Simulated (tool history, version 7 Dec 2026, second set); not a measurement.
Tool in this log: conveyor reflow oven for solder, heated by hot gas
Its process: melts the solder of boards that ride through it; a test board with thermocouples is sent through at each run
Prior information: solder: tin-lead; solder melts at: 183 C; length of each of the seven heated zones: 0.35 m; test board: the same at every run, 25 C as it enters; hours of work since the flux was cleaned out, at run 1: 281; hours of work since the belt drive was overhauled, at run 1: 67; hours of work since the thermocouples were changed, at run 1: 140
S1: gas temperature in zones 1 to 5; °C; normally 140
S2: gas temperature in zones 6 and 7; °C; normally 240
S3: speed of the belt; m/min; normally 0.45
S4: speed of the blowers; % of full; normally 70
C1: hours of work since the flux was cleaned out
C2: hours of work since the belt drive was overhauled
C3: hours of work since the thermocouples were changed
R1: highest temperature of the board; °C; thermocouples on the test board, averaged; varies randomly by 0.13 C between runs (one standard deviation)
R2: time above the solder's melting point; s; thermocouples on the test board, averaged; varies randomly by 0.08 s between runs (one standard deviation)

run 1 hour=0 | S1=140 S2=240 S3=0.45 S4=70 | C1=281 C2=67 C3=140 | R1=224.9 R2=78.07
run 2 hour=5.1 | S1=140 S2=240 S3=0.45 S4=70 | C1=284 C2=69 C3=143 | R1=224.9 R2=78.02
run 3 hour=12.5 | S1=140 S2=245 S3=0.45 S4=70 | C1=287 C2=73 C3=146 | R1=229.4 R2=81.24
run 4 hour=18.6 | S1=134 S2=240 S3=0.45 S4=70 | C1=290 C2=76 C3=149 | R1=223.9 R2=74.82
run 5 hour=24.7 | S1=147 S2=240 S3=0.45 S4=70 | C1=293 C2=78 C3=152 | R1=226.1 R2=81.9
run 6 hour=33.5 | S1=140 S2=240 S3=0.45 S4=57 | C1=297 C2=83 C3=156 | R1=222.3 R2=75.63
run 7 hour=41.7 | S1=140 S2=240 S3=0.404 S4=57 | C1=301 C2=86 C3=160 | R1=225.8 R2=87.72
run 8 hour=53.2 | S1=140 S2=240 S3=0.404 S4=57 | C1=306 C2=92 C3=165 | R1=225.7 R2=87.84
run 9 hour=62.8 | S1=140 S2=240 S3=0.404 S4=57 | C1=311 C2=96 C3=170 | R1=225.6 R2=87.83
run 10 hour=68.3 | S1=140 S2=240 S3=0.404 S4=57 | C1=313 C2=99 C3=172 | R1=225.6 R2=87.63
-- hour=73.3 belt drive overhauled, speed set with a stopwatch
run 11 hour=80.7 | S1=140 S2=240 S3=0.45 S4=70 | C1=317 C2=3 C3=176 | R1=224.9 R2=77.88
run 12 hour=90.9 | S1=140 S2=240 S3=0.45 S4=70 | C1=322 C2=8 C3=181 | R1=225 R2=77.94
run 13 hour=97.4 | S1=140 S2=240 S3=0.45 S4=70 | C1=325 C2=11 C3=184 | R1=225.1 R2=77.72
run 14 hour=107.2 | S1=140 S2=240 S3=0.45 S4=52 | C1=330 C2=16 C3=188 | R1=221 R2=74.23
run 15 hour=116.2 | S1=147 S2=231 S3=0.4 S4=52 | C1=334 C2=20 C3=193 | R1=217.6 R2=85.05
run 16 hour=125.4 | S1=147 S2=231 S3=0.4 S4=52 | C1=338 C2=24 C3=197 | R1=217.6 R2=85.01
run 17 hour=131.9 | S1=154 S2=234 S3=0.462 S4=50 | C1=341 C2=27 C3=200 | R1=217.3 R2=75.6
-- hour=141.5 belt drive overhauled, speed set with a stopwatch, once more
run 18 hour=145.1 | S1=151 S2=240 S3=0.492 S4=50 | C1=345 C2=2 C3=204 | R1=219.8 R2=71.11
run 19 hour=156 | S1=140 S2=251 S3=0.45 S4=70 | C1=350 C2=7 C3=209 | R1=234.5 R2=84.83
run 20 hour=166.9 | S1=128 S2=240 S3=0.381 S4=70 | C1=356 C2=12 C3=214 | R1=227.7 R2=90.33
run 21 hour=175.7 | S1=128 S2=240 S3=0.381 S4=70 | C1=360 C2=16 C3=218 | R1=228 R2=90.52
run 22 hour=183.8 | S1=154 S2=243 S3=0.537 S4=74 | C1=363 C2=20 C3=222 | R1=224.7 R2=70.46
run 23 hour=194.5 | S1=146 S2=240 S3=0.45 S4=80 | C1=368 C2=25 C3=227 | R1=226.7 R2=82.38
run 24 hour=205 | S1=146 S2=240 S3=0.45 S4=80 | C1=373 C2=30 C3=232 | R1=227 R2=82.26
run 25 hour=216.5 | S1=146 S2=240 S3=0.45 S4=80 | C1=379 C2=35 C3=238 | R1=226.9 R2=82.25
run 26 hour=226.2 | S1=146 S2=240 S3=0.45 S4=80 | C1=383 C2=40 C3=242 | R1=227 R2=82.3
-- hour=235.7 flux residue cleaned out of gas plates and filters
run 27 hour=240.7 | S1=148 S2=241 S3=0.45 S4=70 | C1=2 C2=44 C3=247 | R1=228.5 R2=84.2
run 28 hour=246.4 | S1=140 S2=238 S3=0.45 S4=70 | C1=5 C2=47 C3=249 | R1=224.7 R2=77.96

4 options for the next run, each taken on its own from the tool as it stands now. Forecast them:
run A hour=253.5 | S1=140 S2=250 S3=0.43 S4=69 | C1=8 C2=50 C3=252 | R1=? R2=?
run B hour=253.5 | S1=150 S2=240 S3=0.45 S4=70 | C1=8 C2=50 C3=252 | R1=? R2=?
run C hour=253.5 | S1=140 S2=234 S3=0.45 S4=88 | C1=8 C2=50 C3=252 | R1=? R2=?
run D hour=253.5 | S1=140 S2=238 S3=0.524 S4=60 | C1=8 C2=50 C3=252 | R1=? R2=?

run=A R1=236.4 R2=89.82
run=B R1=227.5 R2=84.77
run=C R1=223.3 R2=77.82
run=D R1=217.3 R2=60.47
Take away the tool's hidden state, keep each run's random variation, and the runs would have read:
run=A R1=237.2 R2=90.06
run=B R1=228.4 R2=85.07
run=C R1=224.1 R2=78.23
run=D R1=218 R2=60.99
